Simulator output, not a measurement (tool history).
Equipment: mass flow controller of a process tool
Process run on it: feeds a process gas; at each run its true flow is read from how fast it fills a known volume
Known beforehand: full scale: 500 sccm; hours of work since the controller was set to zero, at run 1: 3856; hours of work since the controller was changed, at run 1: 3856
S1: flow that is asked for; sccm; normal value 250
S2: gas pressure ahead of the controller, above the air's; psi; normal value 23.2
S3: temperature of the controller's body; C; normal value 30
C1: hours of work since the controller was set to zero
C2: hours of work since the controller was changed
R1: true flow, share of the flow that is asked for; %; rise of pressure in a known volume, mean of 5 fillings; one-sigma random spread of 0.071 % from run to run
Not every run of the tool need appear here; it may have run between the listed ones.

run,day,S1,S2,S3,C1,C2,R1
1,0.000,250,23.2,30,3856,3856,100.13
2,14.996,250,23.2,30,4031,4031,99.96
3,28.012,250,23.2,24,4183,4183,99.42
4,44.338,250,23.2,32,4374,4374,100.30
5,53.929,250,23.2,32,4485,4485,100.31
6,64.204,250,35.1,30,4605,4605,99.58
7,80.500,250,35.1,30,4796,4796,99.61
8,94.492,250,35.1,30,4959,4959,99.55
9,105.592,250,35.1,30,5089,5089,99.46
10,115.550,366,35.1,30,5205,5205,99.65
11,128.779,250,23.2,30,5359,5359,99.99
12,135.396,250,23.2,30,5437,5437,100.05
13,143.888,250,23.2,30,5536,5536,100.05
14,156.775,250,23.2,30,5686,5686,99.99
15,169.396,250,23.2,37,5833,5833,100.71
16,185.246,250,23.2,37,6018,6018,100.68
17,191.996,250,26.7,30,6097,6097,99.77
18,202.258,250,26.7,30,6217,6217,99.96
19,209.662,250,23.4,30,6304,6304,100.07
20,225.871,250,23.2,30,6493,6493,100.00
21,238.025,250,23.2,30,6635,6635,100.05
22,249.225,250,23.2,30,6765,6765,100.10
23,263.867,250,23.2,30,6936,6936,100.03
24,276.604,250,23.2,23,7085,7085,99.40
25,289.992,250,30.9,35,7241,7241,100.20
# day 294.517: controller's zero set anew
26,300.650,64,30.3,30,72,7366,99.17
27,310.046,64,30.3,30,181,7475,99.15
28,317.504,64,30.3,30,268,7562,99.25
29,328.417,107,30.3,33,396,7690,99.68
# day 338.758: controller exchanged for a calibrated one
30,344.512,107,30.3,33,67,67,99.67
31,360.246,250,33.1,40,251,251,100.42
32,374.621,64,23.2,30,419,419,99.64
33,387.296,64,23.2,30,567,567,99.58
34,400.575,64,23.2,30,722,722,99.59
35,416.108,53,36.0,23,903,903,98.26
36,425.746,53,36.0,34,1016,1016,99.22
37,436.338,239,23.2,30,1139,1139,100.10
38,445.296,239,23.2,30,1244,1244,99.92
39,455.079,58,23.2,34,1358,1358,99.88
40,468.483,118,23.2,31,1514,1514,99.87
41,484.358,118,23.2,31,1700,1700,99.88
42,496.333,250,36.4,30,1840,1840,99.40
43,508.267,250,20.7,30,1979,1979,100.24
44,517.692,250,21.3,20,2089,2089,99.23
45,533.192,147,24.8,21,2270,2270,98.79
46,542.658,147,24.8,21,2380,2380,98.77
47,557.650,147,24.8,21,2555,2555,98.78
48,573.821,147,24.8,21,2744,2744,98.84

Hidden condition of the tool, last listed run before each entry between runs versus first listed run after:
After run 25, before run 26: controller's zero set anew (day 294.517)
  flow at rest that the sensor doesn't see, % of full scale: -0.005 -> 0
After run 29, before run 30: controller exchanged for a calibrated one (day 338.758)
  true flow over the shown one, %: -0.01 -> 0
